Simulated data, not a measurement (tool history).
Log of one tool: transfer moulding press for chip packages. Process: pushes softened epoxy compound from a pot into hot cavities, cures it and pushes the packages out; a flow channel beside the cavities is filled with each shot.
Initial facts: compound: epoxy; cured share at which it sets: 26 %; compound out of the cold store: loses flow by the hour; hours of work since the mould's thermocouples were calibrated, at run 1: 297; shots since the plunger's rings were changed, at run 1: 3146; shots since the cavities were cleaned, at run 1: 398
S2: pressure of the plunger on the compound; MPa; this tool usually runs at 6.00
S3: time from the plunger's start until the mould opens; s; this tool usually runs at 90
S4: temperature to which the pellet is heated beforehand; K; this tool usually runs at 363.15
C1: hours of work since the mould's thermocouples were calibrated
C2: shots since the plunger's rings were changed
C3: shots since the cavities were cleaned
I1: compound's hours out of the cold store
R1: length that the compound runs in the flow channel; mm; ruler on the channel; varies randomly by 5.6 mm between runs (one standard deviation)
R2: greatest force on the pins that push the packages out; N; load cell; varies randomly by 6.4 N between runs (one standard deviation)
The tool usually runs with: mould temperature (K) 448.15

run 1 hour=0.0 | mould_temperature_(K)=448.15 S2=6.00 S3=90 S4=363.15 | C1=297 C2=3146 C3=398 | I1=45.6 | R1=684 R2=357
-- hour=71.0 cavities cleaned with cleaning compound and waxed
run 2 hour=91.8 | mould_temperature_(K)=448.15 S2=6.00 S3=90 S4=363.15 | C1=336 C2=3941 C3=183 | I1=39.0 | R1=702 R2=327
-- hour=111.7 plunger's sealing rings changed
run 3 hour=148.3 | mould_temperature_(K)=448.15 S2=6.00 S3=90 S4=363.15 | C1=359 C2=323 C3=659 | I1=35.8 | R1=763 R2=404
-- hour=163.2 mould's thermocouples calibrated
-- hour=191.0 cavities cleaned with cleaning compound and waxed
run 4 hour=239.4 | mould_temperature_(K)=448.15 S2=6.00 S3=90 S4=363.15 | C1=32 C2=1094 C3=427 | I1=25.3 | R1=811 R2=392
-- hour=309.5 cavities cleaned with cleaning compound and waxed
run 5 hour=335.0 | mould_temperature_(K)=448.15 S2=6.00 S3=79 S4=363.15 | C1=72 C2=1922 C3=225 | I1=14.4 | R1=862 R2=500
run 6 hour=391.9 | mould_temperature_(K)=448.15 S2=6.00 S3=79 S4=359.15 | C1=96 C2=2422 C3=725 | I1=46.2 | R1=687 R2=560
-- hour=429.9 cavities cleaned with cleaning compound and waxed
run 7 hour=489.5 | mould_temperature_(K)=454.15 S2=6.45 S3=79 S4=363.15 | C1=137 C2=3268 C3=525 | I1=45.9 | R1=691 R2=355
-- hour=553.0 cavities cleaned with cleaning compound and waxed
run 8 hour=572.8 | mould_temperature_(K)=454.15 S2=6.00 S3=90 S4=363.15 | C1=172 C2=3989 C3=175 | I1=41.1 | R1=678 R2=262
-- hour=592.1 plunger's sealing rings changed
-- hour=602.5 mould's thermocouples calibrated, once more
-- hour=674.8 cavities cleaned with cleaning compound and waxed
run 9 hour=674.8 | mould_temperature_(K)=454.15 S2=6.00 S3=90 S4=363.15 | C1=30 C2=696 C3=0 | I1=25.2 | R1=793 R2=214
run 10 hour=734.7 | mould_temperature_(K)=441.15 S2=5.79 S3=124 S4=363.15 | C1=56 C2=1224 C3=528 | I1=14.7 | R1=870 R2=359
-- hour=796.8 cavities cleaned with cleaning compound and waxed
run 11 hour=828.7 | mould_temperature_(K)=441.15 S2=5.79 S3=124 S4=363.15 | C1=95 C2=2038 C3=281 | I1=28.5 | R1=779 R2=297
run 12 hour=869.6 | mould_temperature_(K)=441.15 S2=5.79 S3=124 S4=363.15 | C1=113 C2=2398 C3=641 | I1=10.4 | R1=878 R2=367

Hidden state at the last listed run before each entry between runs and at the first one after, where it differs:
Run 1 -> run 2: cavities cleaned with cleaning compound and waxed (hour 71.0)
  true mould temperature over the reading, C: -0.5 -> -0.58; pressure that reaches the compound, % of what is set: 89.36 -> 86.61; grip of the stained cavities, % over clean ones': 48.7 -> 29.2
  measured value less the no-hidden-state value, R1: -39 -> -51 mm; R2: +125 -> +81 N
Run 2 -> run 3: plunger's sealing rings changed (hour 111.7)
  true mould temperature over the reading, C: -0.58 -> -0.63; pressure that reaches the compound, % of what is set: 86.61 -> 98.5; grip of the stained cavities, % over clean ones': 29.2 -> 63.2
  measured value less the no-hidden-state value, R1: -51 -> -4 mm; R2: +81 -> +163 N
Run 3 -> run 4: mould's thermocouples calibrated (hour 163.2); cavities cleaned with cleaning compound and waxed (hour 191.0)
  true mould temperature over the reading, C: -0.63 -> -0.79; pressure that reaches the compound, % of what is set: 98.5 -> 95.79; grip of the stained cavities, % over clean ones': 63.2 -> 50
  measured value less the no-hidden-state value, R1: -4 -> -16 mm; R2: +163 -> +142 N
Run 4 -> run 5: cavities cleaned with cleaning compound and waxed (hour 309.5)
  true mould temperature over the reading, C: -0.79 -> -0.87; pressure that reaches the compound, % of what is set: 95.79 -> 93.04; grip of the stained cavities, % over clean ones': 50 -> 36.3
  measured value less the no-hidden-state value, R1: -16 -> -28 mm; R2: +142 -> +156 N
Run 6 -> run 7: cavities cleaned with cleaning compound and waxed (hour 429.9)
  true mould temperature over the reading, C: -0.91 -> -0.99; pressure that reaches the compound, % of what is set: 91.11 -> 88.33; grip of the stained cavities, % over clean ones': 68.3 -> 57.4
  measured value less the no-hidden-state value, R1: -31 -> -42 mm; R2: +246 -> +137 N
Run 7 -> run 8: cavities cleaned with cleaning compound and waxed (hour 553.0)
  true mould temperature over the reading, C: -0.99 -> -1.06; pressure that reaches the compound, % of what is set: 88.33 -> 85.89; grip of the stained cavities, % over clean ones': 57.4 -> 26.9
  measured value less the no-hidden-state value, R1: -42 -> -51 mm; R2: +137 -> +59 N
Run 8 -> run 9: plunger's sealing rings changed (hour 592.1); mould's thermocouples calibrated, once more (hour 602.5); cavities cleaned with cleaning compound and waxed (hour 674.8)
  true mould temperature over the reading, C: -1.06 -> -0.18; pressure that reaches the compound, % of what is set: 85.89 -> 96.91; grip of the stained cavities, % over clean ones': 26.9 -> 2.4
  measured value less the no-hidden-state value, R1: -51 -> -12 mm; R2: +59 -> +6 N
Run 10 -> run 11: cavities cleaned with cleaning compound and waxed (hour 796.8)
  true mould temperature over the reading, C: -0.22 -> -0.3; pressure that reaches the compound, % of what is set: 95.08 -> 92.42; grip of the stained cavities, % over clean ones': 56.5 -> 33.8
  measured value less the no-hidden-state value, R1: -21 -> -30 mm; R2: +131 -> +78 N
